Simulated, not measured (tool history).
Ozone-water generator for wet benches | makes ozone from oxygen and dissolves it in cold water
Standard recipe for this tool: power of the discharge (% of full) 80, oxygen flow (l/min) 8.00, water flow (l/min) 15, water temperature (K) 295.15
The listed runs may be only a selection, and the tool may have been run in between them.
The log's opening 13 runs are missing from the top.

run,hour,power of the discharge (% of full),oxygen flow (l/min),water flow (l/min),water temperature (K),dissolved ozone (ppm),ozone in the gas ahead of the water (g/m3)
14,931.7,80,6.91,15,295.15,20.6,170.2
15,975.8,80,8.00,15,295.15,20.7,160.3
16,1045.7,80,8.00,15,295.15,20.8,159.0
17,1136.6,80,8.00,15,295.15,20.5,158.0
18,1234.5,80,9.78,15,295.15,20.1,144.2
19,1301.3,91,9.78,15,297.15,21.0,158.4
20,1391.4,94,4.07,15,289.15,25.1,237.3
21,1460.5,94,4.07,15,289.15,25.2,235.8
22,1519.5,94,4.07,15,289.15,25.0,232.8
23,1608.4,80,8.00,18,295.15,18.0,156.5
24,1680.1,42,8.00,15,295.15,13.1,99.4
25,1733.0,95,8.00,11,292.15,29.6,175.3
26,1793.3,80,8.00,19,291.15,18.6,157.3
27,1848.4,48,8.00,20,291.15,12.5,109.7
28,1907.3,48,8.00,20,291.15,12.4,109.2
29,1982.8,80,8.00,22,297.15,14.6,156.2
# hour 2006.0: water thermometer calibrated
30,2024.7,80,8.00,22,290.15,16.8,155.2
31,2065.9,49,11.93,9,295.15,17.6,92.8
# hour 2094.0: contactor cleaned
32,2116.0,80,4.55,15,295.15,21.5,197.1
33,2211.3,80,8.00,10,295.15,27.4,153.6

Each row is a separate what-if for the run after 33, all from the same tool condition, not one after another. Results?
A,2300.2,72,8.00,10,301.15,?,?
B,2300.2,80,6.34,17,292.15,?,?
C,2300.2,64,8.00,15,295.15,?,?

run,dissolved ozone (ppm),ozone in the gas ahead of the water (g/m3)
A,21.9,144.4
B,21.3,170.2
C,18.7,132.9
Take away the tool's hidden state, keep each run's random variation, and the runs would have read:
run,dissolved ozone (ppm),ozone in the gas ahead of the water (g/m3)
A,22.9,150.2
B,22.3,177.5
C,19.4,137.8
